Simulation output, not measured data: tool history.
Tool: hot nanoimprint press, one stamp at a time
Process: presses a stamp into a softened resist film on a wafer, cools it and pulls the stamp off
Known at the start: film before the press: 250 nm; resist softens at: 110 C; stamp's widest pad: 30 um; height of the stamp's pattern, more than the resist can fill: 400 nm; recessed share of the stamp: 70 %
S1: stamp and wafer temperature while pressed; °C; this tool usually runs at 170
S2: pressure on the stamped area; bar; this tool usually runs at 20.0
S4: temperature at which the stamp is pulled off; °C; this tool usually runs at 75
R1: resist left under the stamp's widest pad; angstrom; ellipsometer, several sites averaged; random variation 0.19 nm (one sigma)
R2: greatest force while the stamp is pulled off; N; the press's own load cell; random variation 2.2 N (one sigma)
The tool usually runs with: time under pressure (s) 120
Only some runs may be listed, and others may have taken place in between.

Run 1, hour 0.0: usual settings. Result: R1 1310 angstrom, R2 105 N.
Run 2, hour 40.6: usual settings. Result: R1 1309 angstrom, R2 111 N.
Run 3, hour 84.8: usual settings but S1 174 °C. Result: R1 1122 angstrom, R2 115 N.
Run 4, hour 115.1: usual settings. Result: R1 1306 angstrom, R2 125 N.
Run 5, hour 150.8: usual settings. Result: R1 1303 angstrom, R2 124 N.
Run 6, hour 182.7: usual settings. Result: R1 1304 angstrom, R2 130 N.
Run 7, hour 228.1: usual settings. Result: R1 1300 angstrom, R2 137 N.
Run 8, hour 259.0: usual settings. Result: R1 1300 angstrom, R2 136 N.
Run 9, hour 299.4: usual settings but S2 21.7 bar. Result: R1 1246 angstrom, R2 146 N.
Run 10, hour 319.7: usual settings but S1 159 °C. Result: R1 1893 angstrom, R2 143 N.
At hour 351.2: stamp cleaned and given a new release coat.
At hour 357.2: plate thermocouple calibrated.
Run 11, hour 363.8: usual settings but S1 159 °C. Result: R1 1889 angstrom, R2 96 N.
Run 12, hour 408.4: usual settings but S1 159 °C. Result: R1 1884 angstrom, R2 106 N.
Run 13, hour 431.9: usual settings but S1 159 °C. Result: R1 1883 angstrom, R2 109 N.
Run 14, hour 466.7: usual settings but S1 159 °C. Result: R1 1880 angstrom, R2 108 N.
Run 15, hour 496.0: usual settings but S1 181 °C, S4 74 °C. Result: R1 832 angstrom, R2 116 N.
Run 16, hour 538.6: usual settings but S2 28.0 bar. Result: R1 1085 angstrom, R2 117 N.
Run 17, hour 582.8: usual settings but S2 24.5 bar, time under pressure (s) 226, S4 65 °C. Result: R1 923 angstrom, R2 150 N.

Predict the results of run 18:
At hour 589.9: plate thermocouple calibrated, once more.
Run 18, hour 631.3: usual settings but S1 176 °C, S2 15.9 bar, time under pressure (s) 119, S4 68 °C. Result: R1 ?, R2 ?.

Logged for run 18: R1 1177 angstrom, R2 152 N.
Take away the tool's hidden state, keep the run-to-run variation as it was, and the same run would have given R1 1180 angstrom, R2 117 N.

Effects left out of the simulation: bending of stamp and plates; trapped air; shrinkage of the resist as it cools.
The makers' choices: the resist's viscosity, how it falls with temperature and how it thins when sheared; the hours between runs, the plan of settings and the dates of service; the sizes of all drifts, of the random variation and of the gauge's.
